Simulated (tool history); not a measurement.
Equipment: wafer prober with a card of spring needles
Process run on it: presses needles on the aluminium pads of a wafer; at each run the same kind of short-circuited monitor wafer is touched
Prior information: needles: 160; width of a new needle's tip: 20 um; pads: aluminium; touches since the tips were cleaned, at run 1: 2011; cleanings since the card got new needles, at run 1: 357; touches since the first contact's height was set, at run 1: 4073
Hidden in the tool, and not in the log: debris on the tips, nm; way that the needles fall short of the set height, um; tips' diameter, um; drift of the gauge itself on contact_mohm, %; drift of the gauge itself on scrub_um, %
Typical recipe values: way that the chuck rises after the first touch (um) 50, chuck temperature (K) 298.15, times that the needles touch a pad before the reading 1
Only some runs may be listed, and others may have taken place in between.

run,hour,way that the chuck rises after the first touch (um),chuck temperature (K),times that the needles touch a pad before the reading,touches since the tips were cleaned,cleanings since the card got new needles,touches since the first contact's height was set,resistance of one needle with its contact and lead (mohm),way that a needle slides on the pad (um)
1,0,50,298.15,1,2011,357,4073,168,10.37
# hour 4.2: tips cleaned on abrasive film
# hour 12.5: tips cleaned on abrasive film
# hour 20.9: tips cleaned on abrasive film
# hour 31.2: tips cleaned on abrasive film
# hour 41.6: tips cleaned on abrasive film
# hour 52: tips cleaned on abrasive film
# hour 60.3: tips cleaned on abrasive film
# hour 72.3: card fitted with new needles
# hour 80.7: tips cleaned on abrasive film
2,88.8,50,298.15,1,2727,1,5477,169,10.37
# hour 91: tips cleaned on abrasive film
# hour 99.3: tips cleaned on abrasive film
# hour 107.6: tips cleaned on abrasive film
# hour 115.9: tips cleaned on abrasive film
# hour 126.3: tips cleaned on abrasive film
# hour 134.7: tips cleaned on abrasive film
# hour 143: tips cleaned on abrasive film
# hour 151.3: tips cleaned on abrasive film
# hour 159.6: tips cleaned on abrasive film
3,167.3,50,298.15,1,2564,10,31415,167,10.36
# hour 169.5: tips cleaned on abrasive film
# hour 177.8: tips cleaned on abrasive film
# hour 186.1: tips cleaned on abrasive film
# hour 196.5: tips cleaned on abrasive film
# hour 204.8: tips cleaned on abrasive film
# hour 213.1: tips cleaned on abrasive film
# hour 221.5: tips cleaned on abrasive film
# hour 229.8: tips cleaned on abrasive film
# hour 238.1: tips cleaned on abrasive film
# hour 246.4: tips cleaned on abrasive film
4,250.1,50,298.15,1,1226,20,58765,168,10.37
# hour 256.4: tips cleaned on abrasive film
# hour 264.7: tips cleaned on abrasive film
# hour 273: tips cleaned on abrasive film
# hour 283.4: tips cleaned on abrasive film
# hour 293.8: tips cleaned on abrasive film
# hour 304.2: tips cleaned on abrasive film
5,306.1,50,340.15,1,660,26,77299,173,10.35
# hour 314.5: tips cleaned on abrasive film
# hour 322.8: tips cleaned on abrasive film
# hour 331.1: tips cleaned on abrasive film
# hour 339.4: tips cleaned on abrasive film
# hour 349.8: tips cleaned on abrasive film
# hour 358.1: tips cleaned on abrasive film
# hour 366.5: tips cleaned on abrasive film
# hour 376.9: tips cleaned on abrasive film
6,382.2,50,340.15,1,1776,34,102449,173,10.32
# hour 386.4: tips cleaned on abrasive film
# hour 394.7: tips cleaned on abrasive film
# hour 405.1: tips cleaned on abrasive film
# hour 413.4: tips cleaned on abrasive film
# hour 423.8: tips cleaned on abrasive film
# hour 434.2: tips cleaned on abrasive film
# hour 438.6: height of the first contact set anew
7,439.2,50,340.15,1,1592,40,218,177,10.37
# hour 443.4: tips cleaned on abrasive film
# hour 451.8: tips cleaned on abrasive film
# hour 460.1: tips cleaned on abrasive film
# hour 468.4: tips cleaned on abrasive film
# hour 478.8: tips cleaned on abrasive film
# hour 489.2: tips cleaned on abrasive film
# hour 499.6: tips cleaned on abrasive film
# hour 509.9: tips cleaned on abrasive film
# hour 518.3: tips cleaned on abrasive film
8,520.9,50,340.15,1,873,49,27213,175,10.34
# hour 527.1: tips cleaned on abrasive film
# hour 535.5: tips cleaned on abrasive film
# hour 543.8: tips cleaned on abrasive film
# hour 552.1: tips cleaned on abrasive film
# hour 560.4: tips cleaned on abrasive film
# hour 568.8: tips cleaned on abrasive film
# hour 579.2: tips cleaned on abrasive film
9,582.8,50,340.15,1,1220,56,47682,176,10.38
# hour 589.1: tips cleaned on abrasive film
# hour 597.4: tips cleaned on abrasive film
# hour 605.7: tips cleaned on abrasive film
# hour 616.1: tips cleaned on abrasive film
# hour 626.5: tips cleaned on abrasive film
# hour 634.8: tips cleaned on abrasive film
# hour 643.1: tips cleaned on abrasive film
# hour 653.5: tips cleaned on abrasive film
10,658.8,69,298.15,1,1751,64,72807,159,14.27
# hour 663: tips cleaned on abrasive film
# hour 671.3: tips cleaned on abrasive film
# hour 679.6: tips cleaned on abrasive film
# hour 687.9: tips cleaned on abrasive film
# hour 698.3: tips cleaned on abrasive film
11,704.3,40,298.15,1,1998,69,87867,173,8.28
# hour 708.5: tips cleaned on abrasive film
# hour 716.8: tips cleaned on abrasive film
# hour 725.2: tips cleaned on abrasive film
# hour 733.5: tips cleaned on abrasive film
# hour 743.9: tips cleaned on abrasive film
# hour 754.3: tips cleaned on abrasive film
# hour 764.6: tips cleaned on abrasive film
# hour 775: tips cleaned on abrasive film
12,781.8,40,298.15,1,2271,77,113512,170,8.27
# hour 784: tips cleaned on abrasive film
# hour 794.3: tips cleaned on abrasive film
# hour 804.7: tips cleaned on abrasive film
# hour 805: height of the first contact set anew
# hour 813.4: tips cleaned on abrasive film
# hour 821.7: tips cleaned on abrasive film
# hour 832.1: tips cleaned on abrasive film
13,833.6,40,298.15,1,511,83,9448,173,8.29
# hour 841.9: tips cleaned on abrasive film
# hour 852.3: tips cleaned on abrasive film
# hour 862.7: tips cleaned on abrasive film
# hour 873.1: tips cleaned on abrasive film
# hour 881.4: tips cleaned on abrasive film
# hour 891.8: tips cleaned on abrasive film
# hour 900.1: tips cleaned on abrasive film
14,903.3,40,298.15,1,1087,90,32534,173,8.24
# hour 909.6: tips cleaned on abrasive film
# hour 917.9: tips cleaned on abrasive film
# hour 926.3: tips cleaned on abrasive film
# hour 934.6: tips cleaned on abrasive film
# hour 945: tips cleaned on abrasive film
# hour 955.3: tips cleaned on abrasive film
# hour 965.7: tips cleaned on abrasive film
# hour 974.7: tips cleaned on abrasive film
15,974.7,40,395.15,2,0,98,56110,196,8.25
# hour 985: tips cleaned on abrasive film
# hour 995.4: tips cleaned on abrasive film
# hour 1003.7: tips cleaned on abrasive film
# hour 1014.1: tips cleaned on abrasive film
# hour 1022.4: tips cleaned on abrasive film
# hour 1030.8: tips cleaned on abrasive film
# hour 1041.2: tips cleaned on abrasive film
# hour 1049.5: tips cleaned on abrasive film
# hour 1057.8: tips cleaned on abrasive film
16,1060.8,38,315.15,2,991,107,84598,175,7.84
# hour 1067: tips cleaned on abrasive film
# hour 1075.4: tips cleaned on abrasive film
# hour 1083.7: tips cleaned on abrasive film
# hour 1092: tips cleaned on abrasive film
# hour 1102.4: tips cleaned on abrasive film
# hour 1110.7: tips cleaned on abrasive film
# hour 1119: tips cleaned on abrasive film
# hour 1129.4: tips cleaned on abrasive film
# hour 1137.8: tips cleaned on abrasive film
17,1145.1,38,315.15,2,2468,116,112503,178,7.84
# hour 1147.3: tips cleaned on abrasive film
# hour 1155.6: tips cleaned on abrasive film
# hour 1166: tips cleaned on abrasive film
# hour 1170.4: height of the first contact set anew
# hour 1176.7: tips cleaned on abrasive film
# hour 1185: tips cleaned on abrasive film
18,1185,38,315.15,2,0,121,4812,179,7.87
# hour 1195.4: tips cleaned on abrasive film
# hour 1203.7: tips cleaned on abrasive film
# hour 1212: tips cleaned on abrasive film
# hour 1220.4: tips cleaned on abrasive film
# hour 1228.7: tips cleaned on abrasive film
# hour 1237: tips cleaned on abrasive film
# hour 1247.4: tips cleaned on abrasive film
# hour 1255.7: tips cleaned on abrasive film
# hour 1266.1: tips cleaned on abrasive film
19,1272.9,53,298.15,1,2288,130,33910,164,10.94
# hour 1275.1: tips cleaned on abrasive film
# hour 1283.4: tips cleaned on abrasive film
# hour 1291.7: tips cleaned on abrasive film
# hour 1302.1: tips cleaned on abrasive film
# hour 1310.5: tips cleaned on abrasive film
# hour 1318.8: tips cleaned on abrasive film
# hour 1329.2: tips cleaned on abrasive film
# hour 1337.5: tips cleaned on abrasive film
# hour 1347.9: tips cleaned on abrasive film
# hour 1358.2: tips cleaned on abrasive film
20,1364.6,34,306.15,1,2124,140,64220,181,7.05

Consider 3 possible next runs. They are alternatives, not a sequence: every one starts from the tool as it was left by run 20. What does each give?
# hour 1366.8: tips cleaned on abrasive film
# hour 1375.1: tips cleaned on abrasive film
# hour 1383.4: tips cleaned on abrasive film
# hour 1391.7: tips cleaned on abrasive film
# hour 1402.1: tips cleaned on abrasive film
# hour 1410.4: tips cleaned on abrasive film
# hour 1418.8: tips cleaned on abrasive film
# hour 1429.1: tips cleaned on abrasive film
# hour 1439.5: tips cleaned on abrasive film
# hour 1447.8: tips cleaned on abrasive film
A,1452.8,36,348.15,1,1646,150,93365,?,?
# hour 1366.8: tips cleaned on abrasive film
# hour 1375.1: tips cleaned on abrasive film
# hour 1383.4: tips cleaned on abrasive film
# hour 1391.7: tips cleaned on abrasive film
# hour 1402.1: tips cleaned on abrasive film
# hour 1410.4: tips cleaned on abrasive film
# hour 1418.8: tips cleaned on abrasive film
# hour 1429.1: tips cleaned on abrasive film
# hour 1439.5: tips cleaned on abrasive film
# hour 1447.8: tips cleaned on abrasive film
B,1452.8,50,355.15,1,1646,150,93365,?,?
# hour 1366.8: tips cleaned on abrasive film
# hour 1375.1: tips cleaned on abrasive film
# hour 1383.4: tips cleaned on abrasive film
# hour 1391.7: tips cleaned on abrasive film
# hour 1402.1: tips cleaned on abrasive film
# hour 1410.4: tips cleaned on abrasive film
# hour 1418.8: tips cleaned on abrasive film
# hour 1429.1: tips cleaned on abrasive film
# hour 1439.5: tips cleaned on abrasive film
# hour 1447.8: tips cleaned on abrasive film
C,1452.8,42,393.15,1,1646,150,93365,?,?

run,resistance of one needle with its contact and lead (mohm),way that a needle slides on the pad (um)
A,191,7.45
B,181,10.35
C,193,8.7
Had the tool no hidden state, the same runs would have come out as:
run,resistance of one needle with its contact and lead (mohm),way that a needle slides on the pad (um)
A,191,7.45
B,180,10.35
C,193,8.7
